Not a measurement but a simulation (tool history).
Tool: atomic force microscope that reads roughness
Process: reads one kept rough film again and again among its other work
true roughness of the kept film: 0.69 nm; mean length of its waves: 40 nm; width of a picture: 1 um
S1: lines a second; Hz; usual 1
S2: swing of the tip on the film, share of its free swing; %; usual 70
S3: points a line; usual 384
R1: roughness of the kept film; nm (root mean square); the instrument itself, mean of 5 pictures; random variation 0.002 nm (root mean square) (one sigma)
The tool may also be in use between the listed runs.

run,hour,S1,S2,S3,R1
1,0,1,70,384,0.656
2,7,1,75,384,0.653
3,18.8,1,75,384,0.649
4,27.1,1,70,557,0.659
5,38.5,1,70,409,0.654
6,49.8,1,63,384,0.658
7,61.8,1,63,384,0.653
8,74.3,1,70,384,0.644
9,85.3,1,70,746,0.647
10,94.3,1,70,746,0.647
11,106.5,1,65,384,0.65
# hour 113: new tip fitted
12,115.2,1,65,384,0.665
13,129.9,1,65,384,0.661
14,144,1,65,384,0.661
15,159.3,1,65,384,0.657
16,173,1,65,384,0.661
17,182.6,1,70,384,0.652
18,198,1,70,384,0.647
19,209.5,3.68,70,384,0.604
20,220.2,3.68,70,384,0.604
21,228.5,1,70,384,0.643
22,242.6,1,70,384,0.641
# hour 246.8: new tip fitted
23,254.9,0.56,74,384,0.665
24,269.3,0.56,74,384,0.662
25,278.9,1.48,70,654,0.649
26,286.2,1.93,89,384,0.593
27,295.2,1.93,89,384,0.592
28,305.4,2.01,83,332,0.603
29,315,1.29,84,292,0.616
30,330.5,0.88,58,559,0.66
# hour 333: height scale calibrated on a step standard
31,342.3,1.82,85,384,0.6
32,354.1,1.82,57,452,0.651
33,362.6,1,83,901,0.629
34,370.3,2.29,65,267,0.632
35,380.8,2.71,69,1008,0.62
# hour 382: new tip fitted
36,388.4,3.61,77,384,0.593
# hour 394.8: height scale calibrated on a step standard, once more
37,398.1,0.84,77,384,0.656
38,405.3,0.84,77,502,0.654
39,421.8,0.84,77,502,0.652
40,430.1,0.84,68,539,0.664
41,446.1,2.97,70,384,0.622
42,455.4,0.81,82,359,0.642
43,470.1,1.97,58,384,0.651
44,481.6,1,80,369,0.636

Measured less the same run without the tool's hidden state. The same run-to-run variation is in both; the gauge's scatter may not be:
The hidden state here: radius of the tip, nm; height scale over the true one, %; drift of the gauge itself on roughness_nm, %.
run,R1
1,-0.004
2,-0.005
3,-0.006
4,-0.008
5,-0.009
6,-0.011
7,-0.012
8,-0.014
9,-0.016
10,-0.017
11,-0.018
12,-0.001
13,-0.004
14,-0.005
15,-0.007
16,-0.009
17,-0.01
18,-0.012
19,-0.012
20,-0.013
21,-0.016
22,-0.018
23,-0.003
24,-0.005
25,-0.006
26,-0.007
27,-0.008
28,-0.009
29,-0.011
30,-0.013
31,-0.014
32,-0.016
33,-0.018
34,-0.019
35,-0.019
36,-0.004
37,-0.003
38,-0.004
39,-0.005
40,-0.006
41,-0.008
42,-0.009
43,-0.011
44,-0.013
